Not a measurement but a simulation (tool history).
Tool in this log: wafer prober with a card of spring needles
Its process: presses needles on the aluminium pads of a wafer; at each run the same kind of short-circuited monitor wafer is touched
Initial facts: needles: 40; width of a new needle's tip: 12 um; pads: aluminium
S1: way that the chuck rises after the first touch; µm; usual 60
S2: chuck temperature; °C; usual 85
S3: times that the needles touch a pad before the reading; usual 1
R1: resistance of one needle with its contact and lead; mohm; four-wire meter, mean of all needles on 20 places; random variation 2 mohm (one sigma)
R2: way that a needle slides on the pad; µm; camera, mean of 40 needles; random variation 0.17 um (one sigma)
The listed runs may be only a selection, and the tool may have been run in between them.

run 1 day=0 | S1=60 S2=85 S3=1 | R1=219 R2=14.24
-- day=0.15 tips cleaned on abrasive film
-- day=0.329 tips cleaned on abrasive film
run 2 day=0.483 | S1=60 S2=85 S3=1 | R1=238 R2=13.35
-- day=0.512 tips cleaned on abrasive film
-- day=0.642 height of the first contact set anew
-- day=0.7 tips cleaned on abrasive film
-- day=0.892 tips cleaned on abrasive film
run 3 day=0.917 | S1=60 S2=43 S3=1 | R1=210 R2=16.8
-- day=1.062 tips cleaned on abrasive film
-- day=1.25 tips cleaned on abrasive film
run 4 day=1.338 | S1=65 S2=85 S3=1 | R1=220 R2=17.9
-- day=1.442 tips cleaned on abrasive film
run 5 day=1.592 | S1=69 S2=85 S3=1 | R1=224 R2=19.08
-- day=1.633 tips cleaned on abrasive film
-- day=1.742 tips cleaned on abrasive film, once more
-- day=1.925 tips cleaned on abrasive film
-- day=2.112 tips cleaned on abrasive film
run 6 day=2.146 | S1=69 S2=85 S3=1 | R1=216 R2=18.72
-- day=2.288 tips cleaned on abrasive film
-- day=2.483 tips cleaned on abrasive film
run 7 day=2.508 | S1=69 S2=85 S3=1 | R1=215 R2=18.77
-- day=2.679 tips cleaned on abrasive film
-- day=2.858 tips cleaned on abrasive film
run 8 day=2.929 | S1=69 S2=85 S3=1 | R1=215 R2=18.31
-- day=3.046 tips cleaned on abrasive film
run 9 day=3.208 | S1=60 S2=43 S3=1 | R1=221 R2=16
-- day=3.238 tips cleaned on abrasive film
-- day=3.417 tips cleaned on abrasive film
run 10 day=3.538 | S1=60 S2=43 S3=1 | R1=217 R2=16
-- day=3.6 tips cleaned on abrasive film
-- day=3.775 tips cleaned on abrasive film
-- day=3.95 tips cleaned on abrasive film
run 11 day=3.983 | S1=60 S2=43 S3=1 | R1=209 R2=16.07
-- day=4.121 tips cleaned on abrasive film
-- day=4.312 tips cleaned on abrasive film
-- day=4.496 tips cleaned on abrasive film
run 12 day=4.529 | S1=60 S2=43 S3=1 | R1=212 R2=15.75
-- day=4.671 tips cleaned on abrasive film
run 13 day=4.825 | S1=60 S2=40 S3=1 | R1=221 R2=16
-- day=4.858 tips cleaned on abrasive film
-- day=5.05 tips cleaned on abrasive film
run 14 day=5.112 | S1=70 S2=40 S3=1 | R1=208 R2=18.75
-- day=5.242 tips cleaned on abrasive film
-- day=5.408 tips cleaned on abrasive film
-- day=5.6 tips cleaned on abrasive film
run 15 day=5.633 | S1=70 S2=40 S3=1 | R1=207 R2=18.49

Predict the results of run 16:
-- day=5.796 tips cleaned on abrasive film
-- day=5.967 tips cleaned on abrasive film
-- day=6.162 tips cleaned on abrasive film
run 16 day=6.175 | S1=70 S2=40 S3=1 | R1=? R2=?

Run 16 gave R1 204 mohm, R2 18.54 µm.
On a tool with no hidden condition, and with the same random variation, this run would have come out at R1 199 mohm, R2 19.53 µm.
